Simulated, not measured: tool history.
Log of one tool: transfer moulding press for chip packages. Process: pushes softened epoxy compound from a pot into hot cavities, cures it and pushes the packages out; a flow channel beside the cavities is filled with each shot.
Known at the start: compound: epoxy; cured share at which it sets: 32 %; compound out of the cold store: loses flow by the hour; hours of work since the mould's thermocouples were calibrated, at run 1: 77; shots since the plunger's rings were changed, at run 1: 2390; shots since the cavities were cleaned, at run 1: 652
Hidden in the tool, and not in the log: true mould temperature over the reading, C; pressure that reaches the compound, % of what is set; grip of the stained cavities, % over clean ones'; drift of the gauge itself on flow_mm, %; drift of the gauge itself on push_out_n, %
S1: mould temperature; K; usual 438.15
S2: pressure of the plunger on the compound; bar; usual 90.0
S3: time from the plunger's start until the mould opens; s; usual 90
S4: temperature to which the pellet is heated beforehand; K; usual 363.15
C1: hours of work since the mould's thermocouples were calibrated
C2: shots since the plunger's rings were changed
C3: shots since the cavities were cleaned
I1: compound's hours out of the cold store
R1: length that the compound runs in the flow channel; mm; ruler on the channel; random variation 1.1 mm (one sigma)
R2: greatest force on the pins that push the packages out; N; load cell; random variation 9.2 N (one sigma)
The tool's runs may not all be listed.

run	day	S1	S2	S3	S4	C1	C2	C3	I1	R1	R2
1	0.000	438.15	90.0	90	363.15	77	2390	652	24.3	772	583
# day 0.654: plunger's sealing rings changed
# day 1.096: cavities cleaned with cleaning compound and waxed
2	3.408	438.15	90.0	90	363.15	127	834	716	19.3	793	608
# day 4.062: cavities cleaned with cleaning compound and waxed
3	6.550	438.15	90.0	90	363.15	176	1789	771	24.0	776	609
# day 6.988: cavities cleaned with cleaning compound and waxed
# day 9.179: plunger's sealing rings changed
# day 10.125: cavities cleaned with cleaning compound and waxed
4	10.679	438.15	106.3	90	363.15	237	446	171	46.7	809	464
5	12.846	438.15	106.3	90	363.15	271	1117	842	23.4	851	625
# day 13.112: cavities cleaned with cleaning compound and waxed
# day 16.138: cavities cleaned with cleaning compound and waxed
6	16.312	438.15	106.3	90	363.15	323	2154	55	45.6	802	444
# day 17.600: plunger's sealing rings changed
# day 18.021: mould's thermocouples calibrated
# day 19.325: cavities cleaned with cleaning compound and waxed
7	20.200	438.15	90.2	90	363.15	33	761	272	40.7	754	522
# day 22.325: cavities cleaned with cleaning compound and waxed
8	23.812	438.15	90.2	90	363.15	89	1861	461	16.7	793	561
# day 25.321: cavities cleaned with cleaning compound and waxed
# day 26.321: plunger's sealing rings changed
9	26.575	434.15	90.0	90	363.15	129	80	357	30.7	790	742
# day 28.304: cavities cleaned with cleaning compound and waxed
10	29.583	434.15	90.0	90	363.15	175	993	397	27.5	792	775
# day 31.283: cavities cleaned with cleaning compound and waxed
11	32.338	434.15	90.0	90	363.15	218	1828	328	25.9	793	734
# day 34.304: cavities cleaned with cleaning compound and waxed
# day 34.792: plunger's sealing rings changed
12	35.779	438.15	90.0	90	372.15	269	305	425	40.6	752	521
# day 37.412: cavities cleaned with cleaning compound and waxed
13	38.717	438.15	90.0	90	372.15	314	1196	404	29.1	771	517
# day 40.354: cavities cleaned with cleaning compound and waxed
# day 40.975: mould's thermocouples calibrated
14	42.642	438.15	90.0	90	372.15	26	2369	683	24.0	771	569
# day 43.338: plunger's sealing rings changed
# day 43.675: cavities cleaned with cleaning compound and waxed
15	45.867	438.15	90.0	90	372.15	74	764	679	11.6	803	594
# day 46.700: cavities cleaned with cleaning compound and waxed
16	47.817	433.15	92.5	106	372.15	103	1349	345	25.8	804	531
# day 49.625: cavities cleaned with cleaning compound and waxed
17	50.708	440.15	90.0	108	363.15	148	2227	337	27.0	759	325
# day 51.875: plunger's sealing rings changed
# day 52.633: cavities cleaned with cleaning compound and waxed
18	54.221	436.15	90.0	108	363.15	200	709	493	45.4	755	428
# day 55.775: cavities cleaned with cleaning compound and waxed
19	57.121	436.15	90.0	108	363.15	245	1587	416	46.7	749	422
# day 59.004: cavities cleaned with cleaning compound and waxed
# day 60.496: plunger's sealing rings changed
20	60.650	436.15	90.0	108	363.15	297	48	477	36.0	774	462
# day 62.146: cavities cleaned with cleaning compound and waxed
# day 64.108: mould's thermocouples calibrated
21	64.454	436.15	90.0	108	363.15	5	1182	689	9.0	822	498
# day 65.267: cavities cleaned with cleaning compound and waxed
22	66.204	436.15	90.0	108	363.15	32	1706	292	18.9	799	402
23	67.938	436.15	90.0	108	363.15	59	2243	829	9.3	814	480
# day 68.333: cavities cleaned with cleaning compound and waxed
# day 69.200: plunger's sealing rings changed
24	70.321	439.15	90.0	108	363.15	94	348	585	36.2	761	393
# day 71.492: cavities cleaned with cleaning compound and waxed
25	73.362	439.15	90.0	108	363.15	140	1272	581	29.5	768	397
# day 74.392: cavities cleaned with cleaning compound and waxed
26	75.496	439.15	90.0	108	363.15	173	1913	342	26.0	771	358

Forecast each of these 3 alternatives for the next run:
# day 77.508: cavities cleaned with cleaning compound and waxed
# day 77.975: plunger's sealing rings changed
A	77.975	442.15	103.9	101	363.15	209	0	113	27.3	?	?
# day 77.508: cavities cleaned with cleaning compound and waxed
# day 77.975: plunger's sealing rings changed
B	77.975	433.15	90.0	122	367.15	209	0	113	10.9	?	?
# day 77.508: cavities cleaned with cleaning compound and waxed
# day 77.975: plunger's sealing rings changed
C	77.975	438.15	93.6	90	363.15	209	0	113	17.9	?	?

run	R1	R2
A	822	312
B	840	374
C	817	477
Without the tool's hidden state the same runs would have given:
run	R1	R2
A	821	272
B	839	320
C	816	405

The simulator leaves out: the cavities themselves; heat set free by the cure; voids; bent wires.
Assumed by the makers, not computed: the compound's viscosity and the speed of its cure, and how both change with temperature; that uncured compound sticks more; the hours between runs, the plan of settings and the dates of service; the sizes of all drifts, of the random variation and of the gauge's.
